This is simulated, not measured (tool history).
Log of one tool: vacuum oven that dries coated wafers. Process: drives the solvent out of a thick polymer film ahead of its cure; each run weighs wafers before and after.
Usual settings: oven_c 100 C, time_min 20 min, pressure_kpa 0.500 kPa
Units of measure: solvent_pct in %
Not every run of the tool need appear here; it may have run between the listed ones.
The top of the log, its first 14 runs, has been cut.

run	hour	oven_c	time_min	pressure_kpa	hours of work since the thermocouples were calibrated	hours of work since the vacuum gauge was cleaned of residue	solvent_pct
15	222.4	86	20	0.500	105	262	7.78
16	243.8	86	20	0.500	117	274	7.72
17	261.0	100	20	0.310	127	284	2.65
18	277.8	100	20	0.310	136	293	2.66
19	287.1	100	26	0.405	141	298	1.66
20	297.9	100	26	0.405	147	304	1.52
21	319.3	87	26	0.442	159	316	5.57
22	336.7	100	11	0.658	168	325	6.69
23	357.2	113	13	0.835	180	337	1.72
24	370.6	100	32	0.500	187	344	1.05
25	381.9	100	20	0.500	193	350	2.80
26	403.7	100	24	0.252	205	362	1.90
27	422.2	100	24	1.671	216	373	2.42
28	432.3	100	20	0.617	221	378	2.82
29	444.8	85	15	0.266	228	385	10.31
30	456.2	115	10	0.353	234	391	2.23
31	473.2	115	33	0.930	244	401	0.38
32	495.0	87	14	0.289	256	413	9.78
33	511.0	90	28	0.289	265	421	3.95
34	533.2	90	28	0.740	277	434	4.07

Here are 4 independent what-if runs from the current tool condition. What would each one return?
A	546.5	90	28	0.340	284	441	?
B	546.5	97	14	0.500	284	441	?
C	546.5	89	20	0.500	284	441	?
D	546.5	87	16	0.459	284	441	?

run	solvent_pct
A	4.09
B	6.12
C	6.85
D	9.02
What these runs would have given with no unlogged condition in the tool:
run	solvent_pct
A	3.79
B	5.81
C	6.51
D	8.69

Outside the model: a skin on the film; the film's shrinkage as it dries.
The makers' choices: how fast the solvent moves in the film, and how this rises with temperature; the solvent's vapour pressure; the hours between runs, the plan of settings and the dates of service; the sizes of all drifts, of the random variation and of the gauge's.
